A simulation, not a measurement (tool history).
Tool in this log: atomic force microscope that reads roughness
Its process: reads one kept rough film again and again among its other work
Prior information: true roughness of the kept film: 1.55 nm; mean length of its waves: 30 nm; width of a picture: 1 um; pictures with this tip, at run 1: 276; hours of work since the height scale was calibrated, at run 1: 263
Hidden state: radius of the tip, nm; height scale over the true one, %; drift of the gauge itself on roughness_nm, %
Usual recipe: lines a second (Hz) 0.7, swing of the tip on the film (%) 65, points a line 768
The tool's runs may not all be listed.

| run | hour | lines a second (Hz) | swing of the tip on the film (%) | points a line | pictures with this tip | hours of work since the height scale was calibrated | roughness of the kept film (nm (root mean square)) |
|---|---|---|---|---|---|---|---|
| 1 | 0 | 0.7 | 65 | 768 | 276 | 263 | 1.347 |
| 2 | 6.7 | 0.7 | 65 | 768 | 284 | 266 | 1.331 |
| 3 | 17.5 | 0.7 | 65 | 768 | 296 | 271 | 1.339 |
| 4 | 29.4 | 0.7 | 65 | 768 | 310 | 277 | 1.328 |
| 5 | 38 | 2.026 | 65 | 768 | 320 | 282 | 1.304 |
|  | 49.3 | new tip fitted |
| 6 | 50.2 | 2.026 | 65 | 768 | 1 | 287 | 1.426 |
| 7 | 61.8 | 2.026 | 65 | 768 | 14 | 293 | 1.42 |
| 8 | 74.4 | 2.026 | 65 | 768 | 29 | 300 | 1.422 |
| 9 | 85.3 | 0.7 | 66 | 768 | 42 | 305 | 1.432 |
| 10 | 95.9 | 0.858 | 65 | 768 | 54 | 310 | 1.443 |
| 11 | 107 | 0.858 | 65 | 768 | 67 | 316 | 1.422 |
| 12 | 114.4 | 0.858 | 65 | 768 | 75 | 319 | 1.41 |
| 13 | 124.5 | 0.858 | 62 | 768 | 87 | 324 | 1.416 |
| 14 | 139.4 | 0.858 | 62 | 768 | 105 | 332 | 1.416 |
| 15 | 151.3 | 0.858 | 62 | 768 | 119 | 338 | 1.397 |
| 16 | 163.2 | 0.858 | 62 | 768 | 132 | 344 | 1.39 |
| 17 | 179 | 0.858 | 62 | 768 | 151 | 352 | 1.383 |
| 18 | 188.4 | 0.7 | 65 | 768 | 162 | 356 | 1.391 |
|  | 190.9 | height scale calibrated on a step standard |
| 19 | 201.7 | 0.7 | 65 | 768 | 176 | 5 | 1.369 |
| 20 | 216.6 | 2.582 | 87 | 271 | 193 | 13 | 1.215 |
| 21 | 231 | 0.707 | 60 | 636 | 210 | 20 | 1.363 |
| 22 | 240.9 | 0.7 | 61 | 415 | 222 | 25 | 1.332 |
| 23 | 251.1 | 3.022 | 67 | 649 | 234 | 30 | 1.294 |
|  | 266.9 | height scale calibrated on a step standard, once more |
| 24 | 267.3 | 3.022 | 67 | 649 | 251 | 0 | 1.301 |
| 25 | 275.1 | 0.537 | 60 | 692 | 260 | 4 | 1.352 |
| 26 | 284.2 | 0.537 | 60 | 692 | 271 | 9 | 1.357 |
| 27 | 292.8 | 0.7 | 75 | 863 | 281 | 13 | 1.315 |
| 28 | 306.8 | 0.523 | 56 | 863 | 297 | 20 | 1.345 |
| 29 | 321.2 | 0.7 | 61 | 1002 | 314 | 27 | 1.338 |
| 30 | 329.9 | 1.799 | 74 | 377 | 324 | 31 | 1.278 |
|  | 337.8 | new tip fitted |
| 31 | 345.1 | 0.58 | 74 | 377 | 8 | 39 | 1.422 |
| 32 | 357.4 | 1.889 | 74 | 273 | 23 | 45 | 1.366 |
| 33 | 372.9 | 0.984 | 65 | 628 | 41 | 53 | 1.432 |
| 34 | 384.5 | 3.335 | 65 | 887 | 54 | 58 | 1.377 |
| 35 | 396.3 | 3.335 | 65 | 887 | 68 | 64 | 1.368 |
| 36 | 408.1 | 3.335 | 65 | 887 | 82 | 70 | 1.357 |

What if the next run were any one of these 3? Each begins from the tool's condition after run 36:
| A | 416.5 | 3.335 | 65 | 394 | 92 | 74 | ? |
| B | 416.5 | 3.329 | 69 | 768 | 92 | 74 | ? |
| C | 416.5 | 0.7 | 63 | 768 | 92 | 74 | ? |

| run | roughness of the kept film (nm (root mean square)) |
|---|---|
| A | 1.35 |
| B | 1.341 |
| C | 1.412 |
Take away the tool's hidden state, keep each run's random variation, and the runs would have read:
| run | roughness of the kept film (nm (root mean square)) |
|---|---|
| A | 1.397 |
| B | 1.388 |
| C | 1.462 |
